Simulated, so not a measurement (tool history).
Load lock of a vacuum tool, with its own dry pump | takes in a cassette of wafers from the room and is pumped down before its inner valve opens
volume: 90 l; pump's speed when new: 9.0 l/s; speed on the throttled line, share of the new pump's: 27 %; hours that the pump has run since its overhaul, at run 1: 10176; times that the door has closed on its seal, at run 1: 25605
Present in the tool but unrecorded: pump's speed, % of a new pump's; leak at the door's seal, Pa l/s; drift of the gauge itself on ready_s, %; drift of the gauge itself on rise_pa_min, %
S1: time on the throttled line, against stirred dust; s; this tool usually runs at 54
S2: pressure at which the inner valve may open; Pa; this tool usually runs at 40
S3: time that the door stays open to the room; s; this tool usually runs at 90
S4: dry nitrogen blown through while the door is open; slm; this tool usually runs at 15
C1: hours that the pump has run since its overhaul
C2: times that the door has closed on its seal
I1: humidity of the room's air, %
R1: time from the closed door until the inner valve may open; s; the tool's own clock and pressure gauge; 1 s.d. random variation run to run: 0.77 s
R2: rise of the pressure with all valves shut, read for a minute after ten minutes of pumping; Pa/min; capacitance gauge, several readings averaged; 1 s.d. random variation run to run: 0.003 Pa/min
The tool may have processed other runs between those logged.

Run 1, day 0.000: usual settings; C1 10176; C2 25605; I1 46.4. Result: R1 135.9 s, R2 0.269 Pa/min.
Run 2, day 14.408: usual settings; C1 10521; C2 26829; I1 46.0. Result: R1 137.7 s, R2 0.287 Pa/min.
Run 3, day 23.300: usual settings but S2 42 Pa; C1 10735; C2 27584; I1 46.4. Result: R1 136.2 s, R2 0.301 Pa/min.
Run 4, day 31.175: usual settings; C1 10924; C2 28252; I1 46.5. Result: R1 138.4 s, R2 0.310 Pa/min.
At day 42.254: dry pump taken out, an overhauled one fitted.
Run 5, day 46.300: usual settings; C1 97; C2 29515; I1 45.0. Result: R1 117.1 s, R2 0.330 Pa/min.
Run 6, day 59.654: usual settings; C1 418; C2 30649; I1 43.4. Result: R1 118.4 s, R2 0.336 Pa/min.
Run 7, day 70.675: usual settings; C1 682; C2 31584; I1 44.2. Result: R1 120.0 s, R2 0.358 Pa/min.
Run 8, day 82.708: usual settings; C1 971; C2 32606; I1 47.1. Result: R1 119.2 s, R2 0.377 Pa/min.
Run 9, day 92.412: usual settings; C1 1204; C2 33430; I1 45.7. Result: R1 120.4 s, R2 0.390 Pa/min.
Run 10, day 104.625: usual settings but S4 10 slm; C1 1497; C2 34467; I1 47.2. Result: R1 120.2 s, R2 0.410 Pa/min.
Run 11, day 113.071: usual settings but S1 28 s; C1 1700; C2 35184; I1 47.1. Result: R1 102.0 s, R2 0.422 Pa/min.
Run 12, day 126.521: usual settings but S3 169 s; C1 2022; C2 36326; I1 44.5. Result: R1 119.6 s, R2 0.445 Pa/min.
Run 13, day 138.742: usual settings but S3 87 s; C1 2316; C2 37363; I1 47.5. Result: R1 122.5 s, R2 0.465 Pa/min.
Run 14, day 145.104: usual settings but S3 87 s; C1 2468; C2 37903; I1 42.6. Result: R1 121.4 s, R2 0.461 Pa/min.
Run 15, day 157.504: usual settings; C1 2766; C2 38956; I1 43.3. Result: R1 122.6 s, R2 0.497 Pa/min.
Run 16, day 169.075: usual settings but S4 7 slm; C1 3044; C2 39938; I1 47.0. Result: R1 122.5 s, R2 0.513 Pa/min.
Run 17, day 182.708: usual settings but S1 69 s; C1 3371; C2 41096; I1 44.6. Result: R1 134.1 s, R2 0.534 Pa/min.
Run 18, day 190.588: usual settings but S1 69 s; C1 3560; C2 41765; I1 48.0. Result: R1 135.2 s, R2 0.539 Pa/min.
At day 194.112: door's seal changed, seat wiped.
Run 19, day 197.750: usual settings but S1 69 s; C1 3730; C2 309; I1 41.7. Result: R1 134.4 s, R2 0.022 Pa/min.
Run 20, day 209.362: usual settings but S1 69 s; C1 4009; C2 1294; I1 44.8. Result: R1 134.9 s, R2 0.023 Pa/min.
Run 21, day 224.150: usual settings but S1 69 s; C1 4364; C2 2550; I1 44.7. Result: R1 135.8 s, R2 0.028 Pa/min.
Run 22, day 233.646: usual settings but S1 69 s; C1 4592; C2 3356; I1 43.9. Result: R1 134.6 s, R2 0.043 Pa/min.
Run 23, day 247.500: usual settings but S2 45 Pa, S3 79 s; C1 4924; C2 4532; I1 45.6. Result: R1 124.0 s, R2 0.033 Pa/min.
Run 24, day 253.800: usual settings but S2 35 Pa, S4 36 slm; C1 5076; C2 5067; I1 45.1. Result: R1 126.5 s, R2 0.035 Pa/min.
Run 25, day 262.079: usual settings but S2 35 Pa, S4 36 slm; C1 5274; C2 5770; I1 43.6. Result: R1 128.3 s, R2 0.041 Pa/min.
Run 26, day 275.571: usual settings but S1 29 s, S2 43 Pa, S3 145 s, S4 7 slm; C1 5598; C2 6915; I1 46.4. Result: R1 109.6 s, R2 0.070 Pa/min.
Run 27, day 290.467: usual settings but S1 68 s, S2 43 Pa, S3 191 s, S4 7 slm; C1 5956; C2 8180; I1 44.4. Result: R1 137.4 s, R2 0.078 Pa/min.
Run 28, day 299.050: usual settings but S1 68 s, S2 43 Pa, S3 191 s, S4 7 slm; C1 6162; C2 8909; I1 43.2. Result: R1 137.3 s, R2 0.082 Pa/min.
Run 29, day 309.342: usual settings but S1 68 s, S2 50 Pa, S3 123 s, S4 22 slm; C1 6409; C2 9783; I1 46.2. Result: R1 134.8 s, R2 0.078 Pa/min.
Run 30, day 319.679: usual settings but S1 68 s, S2 35 Pa, S3 51 s, S4 22 slm; C1 6657; C2 10660; I1 45.9. Result: R1 140.7 s, R2 0.081 Pa/min.
Run 31, day 326.362: usual settings but S1 68 s, S2 35 Pa, S3 51 s, S4 22 slm; C1 6817; C2 11227; I1 44.6. Result: R1 140.9 s, R2 0.082 Pa/min.
Run 32, day 341.000: usual settings but S1 35 s, S2 64 Pa, S3 62 s, S4 11 slm; C1 7168; C2 12470; I1 45.3. Result: R1 112.3 s, R2 0.089 Pa/min.
Run 33, day 350.242: usual settings but S1 35 s, S2 64 Pa, S3 62 s, S4 11 slm; C1 7390; C2 13255; I1 44.2. Result: R1 113.5 s, R2 0.111 Pa/min.
Run 34, day 364.379: usual settings but S1 93 s, S2 39 Pa, S3 45 s, S4 42 slm; C1 7729; C2 14455; I1 41.4. Result: R1 158.2 s, R2 0.101 Pa/min.
Run 35, day 372.779: usual settings but S1 93 s, S2 39 Pa, S3 45 s, S4 42 slm; C1 7931; C2 15168; I1 46.0. Result: R1 159.6 s, R2 0.108 Pa/min.
Run 36, day 387.079: usual settings but S1 93 s, S2 39 Pa, S3 123 s, S4 42 slm; C1 8274; C2 16382; I1 41.5. Result: R1 159.6 s, R2 0.128 Pa/min.

5 options for the next run, each taken on its own from the tool as it stands now. Forecast them:
Run A, day 395.854: usual settings but S3 91 s, S4 6 slm; C1 8485; C2 17127; I1 49.3. Result: R1 ?, R2 ?.
Run B, day 395.854: usual settings but S1 92 s, S3 33 s, S4 28 slm; C1 8485; C2 17127; I1 44.6. Result: R1 ?, R2 ?.
Run C, day 395.854: usual settings but S1 62 s, S2 39 Pa, S3 123 s, S4 6 slm; C1 8485; C2 17127; I1 42.5. Result: R1 ?, R2 ?.
Run D, day 395.854: usual settings but S2 31 Pa, S3 74 s, S4 7 slm; C1 8485; C2 17127; I1 46.8. Result: R1 ?, R2 ?.
Run E, day 395.854: usual settings but S1 74 s, S3 104 s, S4 12 slm; C1 8485; C2 17127; I1 43.9. Result: R1 ?, R2 ?.

run     R1     R2
  A  133.9  0.146
  B  157.3  0.133
  C  138.8  0.152
  D  138.5  0.153
  E  147.3  0.149
Had the tool no hidden state, the same runs would have come out as:
run     R1     R2
  A  117.7  0.028
  B  143.8  0.014
  C  123.2  0.033
  D  121.6  0.033
  E  132.6  0.031

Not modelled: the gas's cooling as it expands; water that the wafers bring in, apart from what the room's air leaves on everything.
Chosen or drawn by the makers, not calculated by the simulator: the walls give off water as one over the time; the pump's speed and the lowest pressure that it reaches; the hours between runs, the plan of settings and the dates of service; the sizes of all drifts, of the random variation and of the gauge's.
